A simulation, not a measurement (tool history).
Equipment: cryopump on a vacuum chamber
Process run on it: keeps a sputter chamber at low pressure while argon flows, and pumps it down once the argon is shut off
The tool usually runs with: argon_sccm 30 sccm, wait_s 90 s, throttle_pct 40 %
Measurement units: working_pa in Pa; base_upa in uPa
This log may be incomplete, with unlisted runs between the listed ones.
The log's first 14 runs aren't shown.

run,hour,argon_sccm,wait_s,throttle_pct,hours of work since the pump was warmed up and emptied,hours of work since the cold head was overhauled,hours of work since the chamber's fittings were tightened,working_pa,base_upa
15,202,30,50,40,317,317,515,0.0629,1.28
16,215,30,50,40,325,325,522,0.0625,1.34
17,227.2,30,50,40,332,332,529,0.0629,1.33
18,246.7,20,153,55,343,343,540,0.0307,0.69
19,262.3,23,33,40,352,352,549,0.0485,1.82
20,273.9,30,90,40,359,359,556,0.0636,0.98
21,292.5,30,90,19,369,369,567,0.1301,0.91
22,304,30,90,19,376,376,573,0.13,0.93
23,318.4,31,103,40,384,384,581,0.0646,0.86
24,335.3,33,87,40,394,394,591,0.0693,0.95
25,350,33,87,40,402,402,600,0.0695,0.95
26,359.8,33,87,40,408,408,605,0.0713,1
27,378.5,30,90,17,419,419,616,0.1437,0.93
28,397.1,29,207,44,429,429,627,0.0567,0.72
29,408.7,30,90,41,436,436,633,0.0642,1
30,425.4,30,90,41,446,446,643,0.0629,0.99
31,439.1,28,158,41,454,454,651,0.0582,0.8
# hour 449.1: pump warmed up, emptied and cooled again
32,453,25,167,32,2,459,656,0.0625,0.68
33,470,27,36,31,12,468,666,0.0698,1.73

Forecast each of these 5 alternatives for the next run:
A,479.1,57,90,40,17,474,671,?,?
B,479.1,49,90,40,17,474,671,?,?
C,479.1,27,60,31,17,474,671,?,?
D,479.1,13,36,31,17,474,671,?,?
E,479.1,23,155,15,17,474,671,?,?

run,working_pa,base_upa
A,0.1156,0.96
B,0.0984,0.91
C,0.0696,1.19
D,0.0336,1.66
E,0.1239,0.65
Take away the tool's hidden state, keep each run's random variation, and the runs would have read:
run,working_pa,base_upa
A,0.1148,0.67
B,0.0977,0.62
C,0.0693,0.9
D,0.0334,1.37
E,0.1236,0.37
